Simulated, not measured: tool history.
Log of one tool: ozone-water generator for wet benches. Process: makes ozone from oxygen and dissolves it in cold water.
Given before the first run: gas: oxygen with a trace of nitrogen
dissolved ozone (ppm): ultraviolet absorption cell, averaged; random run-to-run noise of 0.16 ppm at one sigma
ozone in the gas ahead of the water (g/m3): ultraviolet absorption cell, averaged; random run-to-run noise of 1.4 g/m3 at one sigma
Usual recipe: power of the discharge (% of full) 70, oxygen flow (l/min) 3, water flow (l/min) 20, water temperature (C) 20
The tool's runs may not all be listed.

| run | day | power of the discharge (% of full) | oxygen flow (l/min) | water flow (l/min) | water temperature (C) | dissolved ozone (ppm) | ozone in the gas ahead of the water (g/m3) |
|---|---|---|---|---|---|---|---|
| 1 | 0.000 | 70 | 3 | 20 | 20 | 20.1 | 251.9 |
| 2 | 1.179 | 70 | 3 | 20 | 20 | 20.5 | 251.2 |
| 3 | 2.283 | 70 | 3 | 26 | 20 | 16.3 | 249.2 |
| 4 | 3.650 | 70 | 3 | 26 | 20 | 16.1 | 250.4 |
| 5 | 4.650 | 70 | 3 | 26 | 20 | 16.2 | 250.5 |
| 6 | 5.862 | 70 | 3 | 20 | 20 | 20.1 | 251.8 |
| 7 | 6.871 | 70 | 3 | 20 | 20 | 20.3 | 250.5 |
| 8 | 7.933 | 70 | 3 | 20 | 18 | 20.3 | 248.7 |
| 9 | 9.650 | 70 | 3 | 20 | 18 | 20.6 | 251.5 |
| 10 | 10.942 | 70 | 3 | 17 | 20 | 22.8 | 249.4 |
| 11 | 12.004 | 70 | 3 | 17 | 20 | 23.3 | 250.6 |
| 12 | 13.554 | 70 | 3 | 17 | 14 | 24.4 | 247.6 |
| 13 | 15.225 | 56 | 3 | 17 | 14 | 19.9 | 206.2 |
| 14 | 16.612 | 70 | 3 | 20 | 14 | 21.1 | 250.3 |
| 15 | 17.458 | 70 | 3 | 20 | 14 | 21.2 | 247.9 |
|  | 17.750 | water thermometer calibrated |
| 16 | 19.171 | 93 | 3 | 20 | 17 | 26.6 | 319.9 |

The next listed run, before its measurement:
| 17 | 19.942 | 93 | 3 | 20 | 26 | ? | ? |

Logged for run 17: dissolved ozone (ppm) 24.2, ozone in the gas ahead of the water (g/m3) 320.0.
Were there no unlogged condition in the tool, this run, its random variation unchanged, would have produced dissolved ozone (ppm) 26.4, ozone in the gas ahead of the water (g/m3) 341.1.
